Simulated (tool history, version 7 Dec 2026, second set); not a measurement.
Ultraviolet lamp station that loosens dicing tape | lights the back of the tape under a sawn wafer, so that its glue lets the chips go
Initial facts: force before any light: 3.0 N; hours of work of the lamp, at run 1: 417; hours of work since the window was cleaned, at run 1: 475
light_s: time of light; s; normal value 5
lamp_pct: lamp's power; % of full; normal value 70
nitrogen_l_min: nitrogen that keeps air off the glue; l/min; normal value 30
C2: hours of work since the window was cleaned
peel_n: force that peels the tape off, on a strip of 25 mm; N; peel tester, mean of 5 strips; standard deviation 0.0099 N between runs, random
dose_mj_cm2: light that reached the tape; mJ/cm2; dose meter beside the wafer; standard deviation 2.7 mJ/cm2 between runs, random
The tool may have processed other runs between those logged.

Run 1, hour 0.0: usual settings; hours of work of the lamp 417; C2 475. Result: peel_n 0.630 N, dose_mj_cm2 258 mJ/cm2.
Run 2, hour 30.5: usual settings but lamp_pct 83 % of full; hours of work of the lamp 430; C2 488. Result: peel_n 0.528 N, dose_mj_cm2 300 mJ/cm2.
Run 3, hour 50.0: usual settings but lamp_pct 83 % of full; hours of work of the lamp 439; C2 497. Result: peel_n 0.524 N, dose_mj_cm2 299 mJ/cm2.
Run 4, hour 69.9: usual settings but lamp_pct 83 % of full; hours of work of the lamp 448; C2 506. Result: peel_n 0.505 N, dose_mj_cm2 299 mJ/cm2.
Run 5, hour 100.9: usual settings; hours of work of the lamp 461; C2 520. Result: peel_n 0.636 N, dose_mj_cm2 253 mJ/cm2.
Run 6, hour 126.0: usual settings but lamp_pct 67 % of full; hours of work of the lamp 472; C2 531. Result: peel_n 0.701 N, dose_mj_cm2 234 mJ/cm2.
Run 7, hour 154.1: usual settings but lamp_pct 63 % of full; hours of work of the lamp 485; C2 543. Result: peel_n 0.752 N, dose_mj_cm2 223 mJ/cm2.
Run 8, hour 182.9: usual settings but lamp_pct 63 % of full; hours of work of the lamp 498; C2 556. Result: peel_n 0.758 N, dose_mj_cm2 220 mJ/cm2.
Run 9, hour 196.1: usual settings but lamp_pct 63 % of full; hours of work of the lamp 503; C2 562. Result: peel_n 0.786 N, dose_mj_cm2 219 mJ/cm2.
Run 10, hour 218.4: usual settings but lamp_pct 63 % of full; hours of work of the lamp 513; C2 572. Result: peel_n 0.784 N, dose_mj_cm2 216 mJ/cm2.
Run 11, hour 231.9: usual settings but lamp_pct 91 % of full, nitrogen_l_min 52 l/min; hours of work of the lamp 519; C2 578. Result: peel_n 0.443 N, dose_mj_cm2 311 mJ/cm2.
Run 12, hour 260.9: usual settings but lamp_pct 91 % of full, nitrogen_l_min 52 l/min; hours of work of the lamp 532; C2 590. Result: peel_n 0.422 N, dose_mj_cm2 311 mJ/cm2.
Run 13, hour 280.2: usual settings but light_s 9 s, lamp_pct 62 % of full, nitrogen_l_min 26 l/min; hours of work of the lamp 541; C2 599. Result: peel_n 0.399 N, dose_mj_cm2 379 mJ/cm2.
Run 14, hour 303.9: usual settings but light_s 9 s, lamp_pct 62 % of full, nitrogen_l_min 26 l/min; hours of work of the lamp 551; C2 609. Result: peel_n 0.428 N, dose_mj_cm2 369 mJ/cm2.
At hour 315.6: window cleaned of glue's vapour.
Run 15, hour 319.7: usual settings but lamp_pct 74 % of full, nitrogen_l_min 48 l/min; hours of work of the lamp 558; C2 2. Result: peel_n 0.509 N, dose_mj_cm2 280 mJ/cm2.
Run 16, hour 342.8: usual settings but lamp_pct 74 % of full, nitrogen_l_min 48 l/min; hours of work of the lamp 568; C2 12. Result: peel_n 0.512 N, dose_mj_cm2 275 mJ/cm2.
Run 17, hour 369.4: usual settings but lamp_pct 100 % of full, nitrogen_l_min 47 l/min; hours of work of the lamp 580; C2 24. Result: peel_n 0.353 N, dose_mj_cm2 374 mJ/cm2.

Below are 4 alternative next runs, each starting from the tool's condition after run 17. Predict each:
Run A, hour 399.7: usual settings but light_s 2 s, lamp_pct 93 % of full, nitrogen_l_min 10 l/min; hours of work of the lamp 593; C2 37. Result: peel_n ?, dose_mj_cm2 ?.
Run B, hour 399.7: usual settings but light_s 4 s, lamp_pct 69 % of full, nitrogen_l_min 49 l/min; hours of work of the lamp 593; C2 37. Result: peel_n ?, dose_mj_cm2 ?.
Run C, hour 399.7: usual settings but light_s 2 s, lamp_pct 94 % of full, nitrogen_l_min 14 l/min; hours of work of the lamp 593; C2 37. Result: peel_n ?, dose_mj_cm2 ?.
Run D, hour 399.7: usual settings but light_s 9 s, lamp_pct 65 % of full, nitrogen_l_min 54 l/min; hours of work of the lamp 593; C2 37. Result: peel_n ?, dose_mj_cm2 ?.

run  peel_n  dose_mj_cm2
  A   1.520          134
  B   0.778          203
  C   1.464          139
  D   0.293          428
Without the tool's unlogged condition, the same runs would have read:
run  peel_n  dose_mj_cm2
  A   1.205          183
  B   0.527          277
  C   1.136          188
  D   0.233          582
